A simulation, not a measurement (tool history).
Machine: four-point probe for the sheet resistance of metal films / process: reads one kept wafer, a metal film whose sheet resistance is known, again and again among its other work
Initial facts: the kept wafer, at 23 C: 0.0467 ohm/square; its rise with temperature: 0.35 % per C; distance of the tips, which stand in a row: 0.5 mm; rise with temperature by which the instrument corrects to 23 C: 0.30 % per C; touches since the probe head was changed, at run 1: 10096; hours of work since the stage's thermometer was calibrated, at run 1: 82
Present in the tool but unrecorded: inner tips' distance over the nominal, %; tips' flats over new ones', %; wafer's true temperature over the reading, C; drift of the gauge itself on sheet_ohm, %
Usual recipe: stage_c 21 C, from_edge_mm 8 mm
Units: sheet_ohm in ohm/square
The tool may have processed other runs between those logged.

| run | hour | stage_c | from_edge_mm | touches since the probe head was changed | hours of work since the stage's thermometer was calibrated | sheet_ohm |
|---|---|---|---|---|---|---|
| 1 | 0.0 | 21 | 8 | 10096 | 82 | 0.046961 |
| 2 | 24.9 | 20 | 8 | 11399 | 102 | 0.046927 |
| 3 | 71.0 | 20 | 8 | 13805 | 138 | 0.046961 |
| 4 | 108.2 | 20 | 8 | 15748 | 167 | 0.046952 |
| 5 | 156.1 | 21 | 8 | 18253 | 204 | 0.046986 |
| 6 | 205.0 | 21 | 8 | 20805 | 243 | 0.047007 |
| 7 | 232.3 | 26 | 8 | 22233 | 264 | 0.047129 |
| 8 | 273.4 | 21 | 4 | 24381 | 296 | 0.047327 |
| 9 | 295.9 | 21 | 15 | 25559 | 314 | 0.046969 |
| 10 | 320.0 | 21 | 15 | 26817 | 333 | 0.046972 |
|  | 322.6 | stage's thermometer calibrated |
| 11 | 351.8 | 21 | 15 | 28452 | 23 | 0.046972 |
| 12 | 378.1 | 27 | 8 | 29828 | 44 | 0.047212 |
| 13 | 403.7 | 27 | 8 | 31163 | 64 | 0.047202 |
| 14 | 431.7 | 27 | 8 | 32625 | 86 | 0.047219 |
| 15 | 480.5 | 21 | 32 | 35175 | 124 | 0.046997 |
| 16 | 526.9 | 21 | 32 | 37600 | 160 | 0.046998 |
| 17 | 573.4 | 21 | 3 | 40030 | 197 | 0.047677 |
|  | 578.3 | stage's thermometer calibrated, once more |
| 18 | 595.9 | 27 | 3 | 41182 | 14 | 0.047865 |
| 19 | 627.2 | 18 | 7 | 42817 | 38 | 0.047082 |
| 20 | 660.4 | 20 | 3 | 44553 | 64 | 0.047701 |
| 21 | 706.9 | 28 | 8 | 46980 | 101 | 0.047313 |
| 22 | 751.9 | 33 | 39 | 49330 | 136 | 0.047354 |
| 23 | 797.5 | 33 | 39 | 51715 | 172 | 0.047353 |
| 24 | 839.5 | 33 | 39 | 53908 | 205 | 0.047370 |
| 25 | 876.1 | 22 | 8 | 55821 | 234 | 0.047225 |
| 26 | 917.6 | 23 | 8 | 57989 | 266 | 0.047252 |
| 27 | 953.7 | 31 | 5 | 59878 | 294 | 0.047604 |
| 28 | 978.7 | 31 | 5 | 61184 | 314 | 0.047601 |
| 29 | 1016.9 | 25 | 55 | 63179 | 344 | 0.047231 |
| 30 | 1055.8 | 25 | 55 | 65212 | 375 | 0.047235 |
| 31 | 1088.0 | 28 | 14 | 66891 | 400 | 0.047344 |
| 32 | 1121.5 | 21 | 8 | 68643 | 426 | 0.047259 |
| 33 | 1170.6 | 33 | 20 | 71211 | 465 | 0.047481 |

For each entry between runs, how does the tool's hidden state at the last listed run before it compare with that at the first listed run after it?
Run 10 -> run 11: stage's thermometer calibrated (hour 322.6)
  inner tips' distance over the nominal, %: 0.569 -> 0.587; tips' flats over new ones', %: 43 -> 46
  measured value less the no-hidden-state value, sheet_ohm: +0.000289 -> +0.000299 ohm/square
Run 17 -> run 18: stage's thermometer calibrated, once more (hour 578.3)
  inner tips' distance over the nominal, %: 0.712 -> 0.724; tips' flats over new ones', %: 66 -> 68; wafer's true temperature over the reading, C: -0.01 -> -0.02
  measured value less the no-hidden-state value, sheet_ohm: +0.000363 -> +0.000369 ohm/square

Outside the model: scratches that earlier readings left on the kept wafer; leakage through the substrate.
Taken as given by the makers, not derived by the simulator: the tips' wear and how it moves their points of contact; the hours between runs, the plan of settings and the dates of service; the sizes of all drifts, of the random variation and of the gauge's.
